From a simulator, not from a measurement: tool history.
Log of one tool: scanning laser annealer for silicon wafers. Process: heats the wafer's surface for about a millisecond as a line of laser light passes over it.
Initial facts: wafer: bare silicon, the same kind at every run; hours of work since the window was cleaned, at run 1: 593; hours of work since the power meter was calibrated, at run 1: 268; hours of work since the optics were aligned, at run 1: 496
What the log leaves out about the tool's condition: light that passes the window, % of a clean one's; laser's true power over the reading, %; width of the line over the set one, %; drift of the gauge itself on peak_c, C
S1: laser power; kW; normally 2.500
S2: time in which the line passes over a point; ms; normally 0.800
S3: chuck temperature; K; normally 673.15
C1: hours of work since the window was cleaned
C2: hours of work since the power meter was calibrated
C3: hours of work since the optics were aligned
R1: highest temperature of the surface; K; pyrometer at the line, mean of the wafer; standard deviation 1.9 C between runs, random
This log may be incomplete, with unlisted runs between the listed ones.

| run | hour | S1 | S2 | S3 | C1 | C2 | C3 | R1 |
|---|---|---|---|---|---|---|---|---|
| 1 | 0.0 | 2.500 | 0.800 | 673.15 | 593 | 268 | 496 | 1410.15 |
| 2 | 13.1 | 2.500 | 0.800 | 673.15 | 602 | 277 | 505 | 1412.15 |
| 3 | 29.3 | 2.500 | 0.800 | 673.15 | 613 | 288 | 515 | 1408.15 |
| 4 | 46.6 | 2.500 | 0.800 | 673.15 | 624 | 299 | 527 | 1413.15 |
| 5 | 62.6 | 2.500 | 0.800 | 673.15 | 635 | 310 | 537 | 1410.15 |
| 6 | 77.1 | 2.500 | 0.800 | 673.15 | 645 | 320 | 547 | 1408.15 |
| 7 | 85.1 | 2.500 | 0.800 | 673.15 | 650 | 325 | 552 | 1407.15 |
| 8 | 101.6 | 2.500 | 0.787 | 673.15 | 661 | 336 | 563 | 1400.15 |
| 9 | 115.8 | 2.500 | 0.787 | 692.15 | 670 | 345 | 573 | 1418.15 |
| 10 | 129.3 | 2.540 | 0.800 | 673.15 | 679 | 354 | 582 | 1422.15 |
| 11 | 146.7 | 2.540 | 0.800 | 673.15 | 691 | 366 | 593 | 1417.15 |
| 12 | 154.6 | 2.540 | 0.800 | 673.15 | 696 | 371 | 599 | 1417.15 |
| 13 | 172.8 | 2.500 | 0.807 | 673.15 | 708 | 383 | 611 | 1404.15 |
| 14 | 190.1 | 2.500 | 0.807 | 673.15 | 720 | 395 | 622 | 1403.15 |
| 15 | 197.6 | 2.500 | 0.807 | 673.15 | 725 | 400 | 627 | 1403.15 |
|  | 200.7 | window over the wafer cleaned |
| 16 | 210.4 | 2.500 | 0.807 | 673.15 | 6 | 407 | 634 | 1456.15 |
| 17 | 226.2 | 2.500 | 0.807 | 673.15 | 17 | 417 | 645 | 1456.15 |
| 18 | 242.7 | 2.500 | 0.800 | 673.15 | 28 | 428 | 656 | 1452.15 |
| 19 | 251.9 | 2.500 | 0.800 | 673.15 | 34 | 434 | 662 | 1451.15 |
| 20 | 265.1 | 2.500 | 0.800 | 673.15 | 43 | 443 | 671 | 1450.15 |
| 21 | 282.1 | 2.500 | 0.800 | 673.15 | 54 | 455 | 682 | 1451.15 |
| 22 | 296.1 | 2.500 | 0.856 | 662.15 | 63 | 464 | 691 | 1464.15 |

For run 23, what comes out?
| 23 | 305.5 | 2.500 | 0.856 | 662.15 | 70 | 470 | 698 | ? |

{"run 23": {"R1": 1462.15}}
With no hidden state in the tool, this same run would have given R1 1477.15 K.

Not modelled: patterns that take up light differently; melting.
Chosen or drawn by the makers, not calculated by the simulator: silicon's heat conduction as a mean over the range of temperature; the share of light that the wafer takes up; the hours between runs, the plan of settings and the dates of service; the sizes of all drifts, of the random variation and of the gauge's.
